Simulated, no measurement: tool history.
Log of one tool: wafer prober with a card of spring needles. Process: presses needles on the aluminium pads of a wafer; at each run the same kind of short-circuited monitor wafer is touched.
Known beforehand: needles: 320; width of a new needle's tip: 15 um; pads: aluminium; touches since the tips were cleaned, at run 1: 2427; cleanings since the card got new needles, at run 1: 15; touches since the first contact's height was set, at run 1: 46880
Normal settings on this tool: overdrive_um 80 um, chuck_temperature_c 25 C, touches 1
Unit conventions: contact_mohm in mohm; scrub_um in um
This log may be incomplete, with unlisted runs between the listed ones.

run    day  overdrive_um  chuck_temperature_c  touches  touches since the tips were cleaned  cleanings since the card got new needles  touches since the first contact's height was set  contact_mohm  scrub_um
  1      0            80                   25        1                                 2427                                        15                                             46880           157     9.665
     0.279  -- tips cleaned on abrasive film
  2  0.412            82                   25        1                                 2024                                        16                                             53007           153     9.896
     0.717  -- tips cleaned on abrasive film
  3  0.717            82                   25        1                                    0                                        17                                             57445           118     9.881
     1.154  -- tips cleaned on abrasive film
  4  1.183            74                   25        1                                  420                                        18                                             64359           132     8.911
     1.242  -- height of the first contact set anew
  5  1.546            74                   25        1                                 5656                                        18                                              4562           181     8.983
     1.588  -- tips cleaned on abrasive film
  6  1.788            74                   25        1                                 2959                                        19                                              8101           167     8.984
     2.008  -- tips cleaned on abrasive film
  7  2.283            74                   25        1                                 4103                                        20                                             15483           176     8.959
      2.45  -- tips cleaned on abrasive film
  8    2.5            74                   25        1                                  782                                        21                                             18675           140     8.955
  9  2.783            88                   25        1                                 5014                                        21                                             22907           164    10.652
     2.871  -- tips cleaned on abrasive film
 10  3.104            88                   25        1                                 3490                                        22                                             27636           155    10.639
     3.317  -- tips cleaned on abrasive film
 11  3.317            88                   25        1                                    0                                        23                                             30725           122    10.649
 12  3.571            88                   25        1                                 3787                                        23                                             34512           160    10.637
     3.742  -- tips cleaned on abrasive film
 13  3.912            80                   52        2                                 2511                                        24                                             39548           147     9.671
 14  4.138            80                   25        1                                 5897                                        24                                             42934           181     9.676
     4.183  -- tips cleaned on abrasive film
 15  4.488            78                   25        1                                 4525                                        25                                             48088           172     9.395
     4.629  -- tips cleaned on abrasive film
 16  4.812            78                   25        1                                 2743                                        26                                             52904           157      9.41
      5.05  -- tips cleaned on abrasive film
 17  5.308            78                   25        1                                 3849                                        27                                             60240           174     9.394
     5.467  -- tips cleaned on abrasive film
     5.629  -- height of the first contact set anew
 18  5.767            78                   25        1                                 4292                                        28                                              2055           171     9.467
     5.896  -- tips cleaned on abrasive film
 19  6.071            78                   25        1                                 2625                                        29                                              6565           163     9.434
     6.312  -- tips cleaned on abrasive film
 20  6.342            78                   45        1                                  431                                        30                                             10546           135     9.451
 21  6.629            75                   82        1                                 4730                                        30                                             14845           182     9.082
     6.754  -- tips cleaned on abrasive film
 22  6.938            75                   82        1                                 2742                                        31                                             19422           168     9.071

Each row is a separate what-if for the run after 22, all from the same tool condition, not one after another. Results?
     7.183  -- tips cleaned on abrasive film
  A  7.396            80                   25        2                                 3187                                        32                                             26179             ?         ?
     7.183  -- tips cleaned on abrasive film
  B  7.396            80                   90        1                                 3187                                        32                                             26179             ?         ?
     7.183  -- tips cleaned on abrasive film
  C  7.396            89                   82        1                                 3187                                        32                                             26179             ?         ?

run  contact_mohm  scrub_um
  A           144     9.676
  B           168     9.669
  C           159    10.768
Without the tool's hidden state the same runs would have given:
run  contact_mohm  scrub_um
  A           117       9.7
  B           127     9.694
  C           124    10.793
